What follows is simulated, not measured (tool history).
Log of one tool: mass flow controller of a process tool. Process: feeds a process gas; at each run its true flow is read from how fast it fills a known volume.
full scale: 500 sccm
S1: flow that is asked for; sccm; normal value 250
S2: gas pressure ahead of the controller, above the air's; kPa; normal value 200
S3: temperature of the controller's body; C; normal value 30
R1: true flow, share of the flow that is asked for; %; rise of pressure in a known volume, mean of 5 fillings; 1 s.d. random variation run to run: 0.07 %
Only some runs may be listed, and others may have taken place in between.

run    hour   S1   S2  S3     R1
  1     0.0  250  200  30  98.76
  2   438.8  250  200  30  98.84
  3   738.6  250  200  30  98.90
  4   940.7  250  200  30  98.87
  5  1162.8  250  179  30  98.72
  6  1598.1  250  179  30  98.66
  7  1944.3  250  200  30  98.76
  8  2321.6  308  230  30  99.21
  9  2615.8  143  158  30  98.50
 10  3050.9  143  158  30  98.34
 11  3272.2  143  158  30  98.34
 12  3593.5   62  232  25  98.66
 13  3924.7   62  232  25  98.65
 14  4166.9  162  151  34  98.14

5 options for the next run, each taken on its own from the tool as it stands now. Forecast them:
  A  4493.0   82  151  24   ?
  B  4493.0  162  151  34   ?
  C  4493.0  115  233  34   ?
  D  4493.0  302  173  30   ?
  E  4493.0  250  152  37   ?

run     R1
  A  98.53
  B  97.93
  C  98.27
  D  99.04
  E  98.07
Take away the tool's hidden state, keep each run's random variation, and the runs would have read:
run     R1
  A  98.54
  B  97.93
  C  98.27
  D  99.04
  E  98.06
